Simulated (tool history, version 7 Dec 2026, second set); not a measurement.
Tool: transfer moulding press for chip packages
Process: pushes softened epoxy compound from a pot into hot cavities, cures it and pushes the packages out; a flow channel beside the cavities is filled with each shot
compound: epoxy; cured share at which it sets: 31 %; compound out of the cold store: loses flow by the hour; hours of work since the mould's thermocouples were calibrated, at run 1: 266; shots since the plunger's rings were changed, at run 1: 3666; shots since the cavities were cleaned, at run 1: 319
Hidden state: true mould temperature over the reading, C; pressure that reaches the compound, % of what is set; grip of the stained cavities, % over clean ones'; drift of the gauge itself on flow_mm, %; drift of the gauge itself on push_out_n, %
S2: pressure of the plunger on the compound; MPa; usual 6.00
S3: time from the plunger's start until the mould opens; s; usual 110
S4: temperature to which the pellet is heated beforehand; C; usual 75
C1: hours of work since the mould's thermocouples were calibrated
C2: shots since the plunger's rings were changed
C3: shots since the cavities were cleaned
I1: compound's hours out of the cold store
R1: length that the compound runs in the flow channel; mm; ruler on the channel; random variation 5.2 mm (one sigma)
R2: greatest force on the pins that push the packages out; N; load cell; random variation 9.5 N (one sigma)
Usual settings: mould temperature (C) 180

Run 1, day 0.000: usual settings; C1 266; C2 3666; C3 319; I1 46.4. Result: R1 508 mm, R2 714 N.
Run 2, day 0.188: usual settings but S3 129 s; C1 268; C2 3707; C3 360; I1 24.4. Result: R1 553 mm, R2 645 N.
Run 3, day 0.450: usual settings; C1 272; C2 3764; C3 417; I1 29.9. Result: R1 534 mm, R2 755 N.
Run 4, day 0.712: usual settings; C1 276; C2 3822; C3 475; I1 16.6. Result: R1 560 mm, R2 860 N.
Run 5, day 0.938: usual settings but S3 92 s; C1 279; C2 3871; C3 524; I1 41.5. Result: R1 510 mm, R2 1178 N.
Run 6, day 1.208: usual settings but S3 92 s; C1 282; C2 3930; C3 583; I1 8.6. Result: R1 606 mm, R2 1318 N.
Run 7, day 1.571: usual settings but S3 92 s; C1 288; C2 4010; C3 663; I1 36.9. Result: R1 525 mm, R2 1198 N.
Run 8, day 1.892: usual settings; C1 292; C2 4081; C3 734; I1 38.1. Result: R1 520 mm, R2 860 N.
Run 9, day 2.146: usual settings; C1 296; C2 4136; C3 789; I1 17.2. Result: R1 567 mm, R2 898 N.
Run 10, day 2.338: usual settings; C1 298; C2 4178; C3 831; I1 27.7. Result: R1 545 mm, R2 925 N.
Run 11, day 2.579: usual settings; C1 302; C2 4231; C3 884; I1 19.6. Result: R1 566 mm, R2 905 N.
Run 12, day 2.817: usual settings; C1 305; C2 4283; C3 936; I1 18.5. Result: R1 563 mm, R2 929 N.
Run 13, day 3.104: usual settings; C1 309; C2 4346; C3 999; I1 8.8. Result: R1 580 mm, R2 953 N.
Run 14, day 3.500: usual settings; C1 314; C2 4433; C3 1086; I1 28.5. Result: R1 537 mm, R2 953 N.
At day 3.708: cavities cleaned with cleaning compound and waxed.
Run 15, day 3.738: usual settings; C1 317; C2 4471; C3 7; I1 20.3. Result: R1 557 mm, R2 413 N.
Run 16, day 4.025: usual settings but mould temperature (C) 178, S4 82 C; C1 321; C2 4534; C3 70; I1 32.5. Result: R1 520 mm, R2 539 N.
Run 17, day 4.229: usual settings but mould temperature (C) 186, S3 135 s, S4 74 C; C1 324; C2 4579; C3 115; I1 42.5. Result: R1 500 mm, R2 460 N.
At day 4.404: mould's thermocouples calibrated.
Run 18, day 4.508: usual settings but mould temperature (C) 186, S3 135 s, S4 74 C; C1 1; C2 4622; C3 158; I1 47.9. Result: R1 485 mm, R2 489 N.
Run 19, day 4.929: usual settings but S3 142 s; C1 7; C2 4714; C3 250; I1 22.8. Result: R1 555 mm, R2 589 N.
Run 20, day 5.317: usual settings but S3 142 s; C1 13; C2 4799; C3 335; I1 27.1. Result: R1 542 mm, R2 628 N.
Run 21, day 5.533: usual settings but mould temperature (C) 174; C1 16; C2 4846; C3 382; I1 22.5. Result: R1 563 mm, R2 1102 N.
Run 22, day 5.825: usual settings but S3 103 s, S4 66 C; C1 20; C2 4910; C3 446; I1 31.2. Result: R1 522 mm, R2 955 N.
Run 23, day 6.008: usual settings but S3 103 s, S4 66 C; C1 22; C2 4950; C3 486; I1 29.8. Result: R1 522 mm, R2 984 N.
Run 24, day 6.412: usual settings but S3 103 s, S4 66 C; C1 28; C2 5039; C3 575; I1 47.4. Result: R1 495 mm, R2 965 N.
Run 25, day 6.729: usual settings but mould temperature (C) 184, S2 4.77 MPa, S3 103 s, S4 71 C; C1 33; C2 5109; C3 645; I1 19.2. Result: R1 488 mm, R2 848 N.
Run 26, day 7.017: usual settings but mould temperature (C) 177, S2 4.75 MPa; C1 37; C2 5171; C3 707; I1 12.0. Result: R1 518 mm, R2 1108 N.
Run 27, day 7.292: usual settings but mould temperature (C) 182, S2 4.84 MPa, S3 120 s, S4 76 C; C1 40; C2 5232; C3 768; I1 19.2. Result: R1 491 mm, R2 821 N.
Run 28, day 7.496: usual settings but mould temperature (C) 181, S2 4.84 MPa, S3 120 s, S4 76 C; C1 43; C2 5276; C3 812; I1 16.9. Result: R1 502 mm, R2 824 N.
Run 29, day 7.842: usual settings but mould temperature (C) 174, S2 5.43 MPa, S3 144 s, S4 76 C; C1 48; C2 5352; C3 888; I1 25.0. Result: R1 525 mm, R2 838 N.

Forecast each of these 4 alternatives for the next run:
Run A, day 8.071: usual settings but mould temperature (C) 186, S4 68 C; C1 51; C2 5402; C3 938; I1 34.2. Result: R1 ?, R2 ?.
Run B, day 8.071: usual settings but S3 150 s; C1 51; C2 5402; C3 938; I1 45.0. Result: R1 ?, R2 ?.
Run C, day 8.071: usual settings but mould temperature (C) 184, S2 5.43 MPa, S3 125 s, S4 65 C; C1 51; C2 5402; C3 938; I1 33.8. Result: R1 ?, R2 ?.
Run D, day 8.071: usual settings but mould temperature (C) 174, S2 5.43 MPa, S3 144 s; C1 51; C2 5402; C3 938; I1 47.3. Result: R1 ?, R2 ?.

run   R1   R2
  A  510  817
  B  494  738
  C  492  754
  D  478  840
Without the tool's hidden state the same runs would have given:
run   R1   R2
  A  553  369
  B  536  330
  C  533  338
  D  518  377
